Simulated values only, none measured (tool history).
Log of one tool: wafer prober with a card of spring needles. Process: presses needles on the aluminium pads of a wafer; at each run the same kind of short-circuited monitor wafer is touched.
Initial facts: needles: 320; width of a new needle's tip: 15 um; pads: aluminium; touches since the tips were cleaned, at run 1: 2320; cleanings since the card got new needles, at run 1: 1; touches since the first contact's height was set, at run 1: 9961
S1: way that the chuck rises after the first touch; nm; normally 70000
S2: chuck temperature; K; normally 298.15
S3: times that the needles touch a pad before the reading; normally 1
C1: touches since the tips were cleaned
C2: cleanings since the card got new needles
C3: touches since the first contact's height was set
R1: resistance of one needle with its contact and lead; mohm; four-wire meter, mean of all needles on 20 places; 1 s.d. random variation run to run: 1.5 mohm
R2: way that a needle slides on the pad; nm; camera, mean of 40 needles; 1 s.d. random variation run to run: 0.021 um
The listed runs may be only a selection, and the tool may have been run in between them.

run     day     S1      S2  S3    C1  C2      C3   R1     R2
  1   0.000  70000  298.15   1  2320   1    9961  168  11470
  2   0.404  70000  298.15   3  5781   1   13422  155  11450
      0.571  -- tips cleaned on abrasive film
  3   0.854  70000  298.15   1  2442   2   17240  164  11440
  4   1.250  70000  298.15   1  5840   2   20638  169  11440
      1.400  -- tips cleaned on abrasive film
  5   1.754  70000  298.15   1  3017   3   24902  172  11420
  6   2.142  70000  298.15   1  6338   3   28223  175  11400
      2.254  -- tips cleaned on abrasive film
  7   2.450  70000  298.15   1  1685   4   30826  161  11400
  8   2.929  70000  298.15   1  5793   4   34934  176  11440
      3.100  -- tips cleaned on abrasive film
  9   3.408  70000  298.15   1  2640   5   39009  165  11410
 10   3.825  70000  298.15   1  6201   5   42570  176  11390
      3.929  -- tips cleaned on abrasive film
 11   4.067  70000  298.15   1  1179   6   44583  157  11350
 12   4.533  70000  298.15   1  5189   6   48593  175  11360
      4.779  -- tips cleaned on abrasive film
 13   4.904  68000  298.15   1  1066   7   51719  161  11030
 14   5.379  68000  298.15   1  5138   7   55791  178  11040
      5.625  -- tips cleaned on abrasive film
 15   5.742  68000  298.15   1   989   8   58859  159  11020
 16   5.996  87000  298.15   1  3168   8   61038  160  14090
 17   6.300  70000  300.15   1  5787   8   63657  175  11290
      6.450  -- tips cleaned on abrasive film
 18   6.617  70000  300.15   1  1436   9   66330  158  11300
 19   7.054  70000  339.15   1  5162   9   70056  185  11300
      7.283  -- tips cleaned on abrasive film
 20   7.300  70000  366.15   2   145  10   72127  157  11320
 21   7.508  70000  366.15   2  1951  10   73933  165  11310
 22   7.942  75000  338.15   2  5646  10   77628  167  12130
      8.112  -- tips cleaned on abrasive film
 23   8.342  61000  301.15   3  1974  11   81017  153   9820
 24   8.733  61000  301.15   3  5321  11   84364  161   9800
      8.954  -- tips cleaned on abrasive film
 25   8.992  70000  330.15   1   319  12   86556  153  11270
 26   9.496  70000  330.15   1  4634  12   90871  176  11230
      9.796  -- tips cleaned on abrasive film
 27   9.938  70000  330.15   1  1225  13   94598  163  11270
 28  10.221  70000  330.15   1  3642  13   97015  176  11210
 29  10.554  56000  359.15   1  6525  13   99898  204   8960
     10.633  -- tips cleaned on abrasive film
 30  11.033  70000  298.15   2  3413  14  103952  161  11250
     11.458  -- tips cleaned on abrasive film
 31  11.479  53000  334.15   2   184  15  107741  157   8430
 32  11.792  70000  386.15   1  2862  15  110419  184  11220
 33  12.188  71000  386.15   1  6220  15  113777  187  11400
     12.308  -- tips cleaned on abrasive film
 34  12.646  68000  328.15   1  2880  16  117666  174  10840

3 ways to go on from here, each from the tool as it stands after run 34. What would each give?
  A  12.954  87000  317.15   3  5522  16  120308   ?   ?
  B  12.954  68000  350.15   1  5522  16  120308   ?   ?
  C  12.954  68000  328.15   3  5522  16  120308   ?   ?

run   R1     R2
  A  156  13970
  B  186  10850
  C  163  10870
With the hidden condition removed and each run's random variation left untouched, the same runs would have given:
run   R1     R2
  A  148  14260
  B  154  11140
  C  151  11160
